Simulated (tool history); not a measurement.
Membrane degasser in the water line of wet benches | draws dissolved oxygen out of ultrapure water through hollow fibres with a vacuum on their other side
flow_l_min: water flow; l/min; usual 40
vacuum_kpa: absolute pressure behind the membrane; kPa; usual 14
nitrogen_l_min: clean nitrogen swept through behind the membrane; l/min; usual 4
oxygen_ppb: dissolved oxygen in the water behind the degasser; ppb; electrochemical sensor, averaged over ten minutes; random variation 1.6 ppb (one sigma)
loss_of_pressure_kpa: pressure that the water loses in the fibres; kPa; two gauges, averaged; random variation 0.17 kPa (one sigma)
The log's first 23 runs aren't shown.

run	hour	flow_l_min	vacuum_kpa	nitrogen_l_min	oxygen_ppb	loss_of_pressure_kpa
24	2189.1	36	16.1	5.54	219.7	26.12
25	2313	43	18.7	6.49	274.8	31.22
26	2434.9	60	29.6	4	911.1	43.78
27	2522.4	40	11.4	3.97	224.1	29.39
28	2637.6	42	32.1	1.66	1380.5	30.8
29	2768.9	42	32.1	1.66	1384.7	30.73
30	2874.6	44	11.2	7.82	148.1	32.33
31	3002.8	40	9.2	2.8	229.5	29.43

Forecast each of these 3 alternatives for the next run:
A	3072.8	30	9.2	2.7	?	?
B	3072.8	49	20.2	4.35	?	?
C	3072.8	32	18.3	4	?	?

run	oxygen_ppb	loss_of_pressure_kpa
A	171	22.12
B	481.7	36.15
C	298.9	23.56
Without the tool's hidden state the same runs would have given:
run	oxygen_ppb	loss_of_pressure_kpa
A	161.2	20.68
B	460.7	33.78
C	288.6	22.02
